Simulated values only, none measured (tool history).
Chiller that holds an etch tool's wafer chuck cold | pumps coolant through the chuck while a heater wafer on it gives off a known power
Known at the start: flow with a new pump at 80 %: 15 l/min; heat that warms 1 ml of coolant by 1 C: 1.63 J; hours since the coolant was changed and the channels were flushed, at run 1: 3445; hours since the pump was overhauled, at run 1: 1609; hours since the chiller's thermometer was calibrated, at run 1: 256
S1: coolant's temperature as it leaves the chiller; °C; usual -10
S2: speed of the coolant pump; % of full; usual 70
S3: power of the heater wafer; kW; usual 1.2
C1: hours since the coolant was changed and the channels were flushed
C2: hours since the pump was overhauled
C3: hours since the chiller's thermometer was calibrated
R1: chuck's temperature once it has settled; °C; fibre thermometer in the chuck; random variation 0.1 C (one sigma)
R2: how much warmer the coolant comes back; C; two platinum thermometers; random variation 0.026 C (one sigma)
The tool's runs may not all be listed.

{"run": 1, "hour": 0.0, "S1": -10, "S2": 70, "S3": 1.2, "C1": 3445, "C2": 1609, "C3": 256, "R1": 6.9, "R2": 3.44}
{"run": 2, "hour": 141.5, "S1": -10, "S2": 70, "S3": 1.2, "C1": 3587, "C2": 1751, "C3": 397, "R1": 7.2, "R2": 3.52}
{"run": 3, "hour": 222.2, "S1": -10, "S2": 70, "S3": 1.2, "C1": 3668, "C2": 1831, "C3": 478, "R1": 7.1, "R2": 3.52}
{"run": 4, "hour": 344.9, "S1": -10, "S2": 70, "S3": 1.2, "C1": 3790, "C2": 1954, "C3": 601, "R1": 7.2, "R2": 3.57}
{"run": 5, "hour": 410.0, "S1": -10, "S2": 62, "S3": 1.2, "C1": 3855, "C2": 2019, "C3": 666, "R1": 8.7, "R2": 4.02}
{"run": 6, "hour": 482.0, "S1": -10, "S2": 62, "S3": 1.2, "C1": 3927, "C2": 2091, "C3": 738, "R1": 8.8, "R2": 3.98}
{"hour": 527.5, "done": "coolant changed, channels flushed"}
{"run": 7, "hour": 625.1, "S1": -10, "S2": 62, "S3": 1.2, "C1": 98, "C2": 2228, "C3": 875, "R1": 6.6, "R2": 3.98}
{"run": 8, "hour": 742.3, "S1": -10, "S2": 62, "S3": 1.2, "C1": 215, "C2": 2345, "C3": 992, "R1": 7, "R2": 4.03}
{"run": 9, "hour": 853.6, "S1": -14, "S2": 62, "S3": 1.2, "C1": 326, "C2": 2457, "C3": 1104, "R1": 2.8, "R2": 4.05}
{"run": 10, "hour": 990.8, "S1": -14, "S2": 62, "S3": 1.2, "C1": 463, "C2": 2594, "C3": 1241, "R1": 2.7, "R2": 4.07}
{"run": 11, "hour": 1086.3, "S1": -14, "S2": 62, "S3": 1.2, "C1": 559, "C2": 2689, "C3": 1336, "R1": 3, "R2": 4.04}
{"run": 12, "hour": 1196.3, "S1": -14, "S2": 62, "S3": 1.2, "C1": 669, "C2": 2799, "C3": 1446, "R1": 3.2, "R2": 4.03}
{"run": 13, "hour": 1285.2, "S1": -6, "S2": 62, "S3": 1.2, "C1": 758, "C2": 2888, "C3": 1535, "R1": 11.2, "R2": 4.07}
{"run": 14, "hour": 1367.6, "S1": -10, "S2": 70, "S3": 1.2, "C1": 840, "C2": 2971, "C3": 1618, "R1": 6, "R2": 3.57}
{"run": 15, "hour": 1508.0, "S1": -10, "S2": 70, "S3": 1.2, "C1": 980, "C2": 3111, "C3": 1758, "R1": 6, "R2": 3.59}
{"run": 16, "hour": 1604.2, "S1": -10, "S2": 70, "S3": 1.2, "C1": 1077, "C2": 3207, "C3": 1854, "R1": 6.2, "R2": 3.64}
{"run": 17, "hour": 1697.3, "S1": -13, "S2": 78, "S3": 1.29, "C1": 1170, "C2": 3300, "C3": 1947, "R1": 3.2, "R2": 3.52}
{"run": 18, "hour": 1760.4, "S1": -10, "S2": 89, "S3": 1.08, "C1": 1233, "C2": 3364, "C3": 2010, "R1": 2.4, "R2": 2.59}
{"run": 19, "hour": 1910.6, "S1": -10, "S2": 89, "S3": 0.72, "C1": 1383, "C2": 3514, "C3": 2160, "R1": -1.2, "R2": 1.67}
{"hour": 1991.4, "done": "chiller's thermometer calibrated"}
{"run": 20, "hour": 2013.8, "S1": -2, "S2": 70, "S3": 1.2, "C1": 1485, "C2": 3616, "C3": 22, "R1": 14.2, "R2": 3.69}
{"run": 21, "hour": 2074.3, "S1": -10, "S2": 73, "S3": 1.032, "C1": 1546, "C2": 3676, "C3": 83, "R1": 3.5, "R2": 3.04}
{"run": 22, "hour": 2199.0, "S1": -7, "S2": 90, "S3": 0.804, "C1": 1670, "C2": 3801, "C3": 208, "R1": 2.2, "R2": 1.91}
{"run": 23, "hour": 2266.7, "S1": -7, "S2": 90, "S3": 0.804, "C1": 1738, "C2": 3869, "C3": 275, "R1": 2.3, "R2": 1.92}
{"run": 24, "hour": 2388.7, "S1": -19, "S2": 83, "S3": 1.043, "C1": 1860, "C2": 3991, "C3": 397, "R1": -6.3, "R2": 2.66}
{"run": 25, "hour": 2472.3, "S1": -1, "S2": 77, "S3": 0.791, "C1": 1944, "C2": 4074, "C3": 481, "R1": 9.2, "R2": 2.2}
{"run": 26, "hour": 2613.5, "S1": -7, "S2": 80, "S3": 1.528, "C1": 2085, "C2": 4216, "C3": 622, "R1": 12.5, "R2": 4.06}
{"run": 27, "hour": 2759.0, "S1": -15, "S2": 61, "S3": 1.2, "C1": 2231, "C2": 4361, "C3": 768, "R1": 3.5, "R2": 4.3}
{"run": 28, "hour": 2887.4, "S1": -8, "S2": 81, "S3": 0.795, "C1": 2359, "C2": 4489, "C3": 896, "R1": 2.2, "R2": 2.12}
{"run": 29, "hour": 2948.3, "S1": -8, "S2": 81, "S3": 0.795, "C1": 2420, "C2": 4550, "C3": 957, "R1": 2.4, "R2": 2.19}
{"run": 30, "hour": 3069.2, "S1": -8, "S2": 81, "S3": 0.795, "C1": 2541, "C2": 4671, "C3": 1078, "R1": 2.5, "R2": 2.14}
{"run": 31, "hour": 3157.3, "S1": -6, "S2": 81, "S3": 0.752, "C1": 2629, "C2": 4759, "C3": 1166, "R1": 3.7, "R2": 2.02}

Forecast each of these 3 alternatives for the next run:
{"run": "A", "hour": 3291.7, "S1": -7, "S2": 76, "S3": 0.602, "C1": 2763, "C2": 4894, "C3": 1300, "R1": "?", "R2": "?"}
{"run": "B", "hour": 3291.7, "S1": -8, "S2": 95, "S3": 1.111, "C1": 2763, "C2": 4894, "C3": 1300, "R1": "?", "R2": "?"}
{"run": "C", "hour": 3291.7, "S1": -18, "S2": 70, "S3": 1.598, "C1": 2763, "C2": 4894, "C3": 1300, "R1": "?", "R2": "?"}

run=A R1=1.3 R2=1.75
run=B R1=5.1 R2=2.59
run=C R1=5.1 R2=4.98
Without the tool's hidden state the same runs would have given:
run=A R1=0 R2=1.56
run=B R1=3 R2=2.31
run=C R1=1.3 R2=4.44
